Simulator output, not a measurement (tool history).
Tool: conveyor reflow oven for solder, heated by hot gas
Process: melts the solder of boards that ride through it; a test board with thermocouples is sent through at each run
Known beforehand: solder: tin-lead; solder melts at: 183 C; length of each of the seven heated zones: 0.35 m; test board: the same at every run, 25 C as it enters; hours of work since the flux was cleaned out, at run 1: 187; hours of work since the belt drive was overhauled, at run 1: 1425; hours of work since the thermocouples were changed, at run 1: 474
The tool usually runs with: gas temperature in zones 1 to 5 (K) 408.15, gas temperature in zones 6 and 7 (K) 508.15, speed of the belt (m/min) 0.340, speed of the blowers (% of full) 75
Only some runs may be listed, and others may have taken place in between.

run,hour,gas temperature in zones 1 to 5 (K),gas temperature in zones 6 and 7 (K),speed of the belt (m/min),speed of the blowers (% of full),hours of work since the flux was cleaned out,hours of work since the belt drive was overhauled,hours of work since the thermocouples were changed,highest temperature of the board (K),time above the solder's melting point (s)
1,0.0,408.15,508.15,0.340,75,187,1425,474,492.55,96.8
2,43.4,408.15,508.15,0.340,75,216,1454,503,490.95,96.2
# hour 77.7: belt drive overhauled, speed set with a stopwatch
3,77.7,408.15,508.15,0.340,75,236,0,523,490.85,90.5
4,134.9,408.15,508.15,0.340,75,274,38,561,489.35,90.6
5,196.4,408.15,499.15,0.340,75,315,79,602,481.85,78.8
6,237.8,408.15,508.15,0.340,75,343,107,629,488.65,88.7
# hour 271.7: flux residue cleaned out of gas plates and filters
7,310.9,408.15,508.15,0.340,75,26,152,675,486.85,86.0
8,374.4,408.15,508.15,0.340,75,68,194,717,487.95,85.9
9,443.2,408.15,508.15,0.340,75,114,240,763,486.45,86.3
10,506.5,408.15,508.15,0.340,75,156,282,805,485.75,85.6
# hour 528.0: flux residue cleaned out of gas plates and filters, once more
11,551.3,408.15,508.15,0.340,75,16,308,831,490.35,92.3
12,589.4,408.15,508.15,0.366,75,41,334,857,488.75,83.2
13,631.0,408.15,508.15,0.366,75,69,361,884,488.05,83.7
14,665.1,408.15,508.15,0.340,75,91,384,907,491.35,91.9
15,699.6,408.15,508.15,0.340,75,114,407,930,489.95,92.1
16,756.1,406.15,508.15,0.382,75,152,445,967,485.45,75.3
17,823.1,422.15,508.15,0.340,75,196,489,1012,491.85,103.5
18,878.8,422.15,508.15,0.340,75,233,526,1049,491.85,101.8
19,928.3,408.15,520.15,0.356,75,266,559,1082,498.55,96.2
20,962.6,408.15,520.15,0.356,75,289,582,1105,498.05,95.7
21,1006.9,422.15,520.15,0.356,75,319,612,1134,500.25,106.0
# hour 1062.6: thermocouples of zones 6 and 7 changed
# hour 1076.0: flux residue cleaned out of gas plates and filters
22,1078.3,422.15,520.15,0.356,75,2,654,7,504.75,110.3
23,1138.1,396.15,508.15,0.356,75,41,694,47,491.05,81.3
24,1179.6,396.15,506.15,0.334,75,69,722,74,489.65,88.0
25,1226.3,396.15,506.15,0.334,75,100,753,106,489.35,88.2
26,1262.2,410.15,509.15,0.340,72,124,777,129,493.35,97.8
27,1295.6,417.15,497.15,0.398,67,146,799,152,477.75,66.4
28,1333.0,400.15,520.15,0.281,75,171,824,177,507.65,131.2
29,1377.2,400.15,520.15,0.281,75,200,853,206,507.45,129.8

Hidden condition of the tool, last listed run before each entry between runs versus first listed run after:
After run 2, before run 3: belt drive overhauled, speed set with a stopwatch (hour 77.7)
  heat that the gas passes to the board, % of a clean oven's: 94.7 -> 94.3; belt's true speed, % of the reading: 95.89 -> 99.92; true gas temperature in zones 6 and 7 over the reading, C: -1.39 -> -1.44
  difference, measured minus the result without the unlogged condition, highest temperature of the board (K): -1.30 -> -2.80; time above the solder's melting point (s): +2.4 -> -3.6
After run 6, before run 7: flux residue cleaned out of gas plates and filters (hour 271.7)
  heat that the gas passes to the board, % of a clean oven's: 92.2 -> 86.4; belt's true speed, % of the reading: 99.63 -> 99.5; true gas temperature in zones 6 and 7 over the reading, C: -1.73 -> -1.86
  difference, measured minus the result without the unlogged condition, highest temperature of the board (K): -3.50 -> -5.30; time above the solder's melting point (s): -4.5 -> -7.4
After run 10, before run 11: flux residue cleaned out of gas plates and filters, once more (hour 528.0)
  heat that the gas passes to the board, % of a clean oven's: 84.1 -> 99.7; belt's true speed, % of the reading: 99.15 -> 99.07; true gas temperature in zones 6 and 7 over the reading, C: -2.23 -> -2.31
  difference, measured minus the result without the unlogged condition, highest temperature of the board (K): -6.30 -> -1.90; time above the solder's melting point (s): -8.7 -> -1.2
After run 21, before run 22: thermocouples of zones 6 and 7 changed (hour 1062.6); flux residue cleaned out of gas plates and filters (hour 1076.0)
  heat that the gas passes to the board, % of a clean oven's: 93.5 -> 99.7; belt's true speed, % of the reading: 98.25 -> 98.13; true gas temperature in zones 6 and 7 over the reading, C: -3.19 -> -0.07
  difference, measured minus the result without the unlogged condition, highest temperature of the board (K): -4.00 -> +0.40; time above the solder's melting point (s): -1.5 -> +2.5

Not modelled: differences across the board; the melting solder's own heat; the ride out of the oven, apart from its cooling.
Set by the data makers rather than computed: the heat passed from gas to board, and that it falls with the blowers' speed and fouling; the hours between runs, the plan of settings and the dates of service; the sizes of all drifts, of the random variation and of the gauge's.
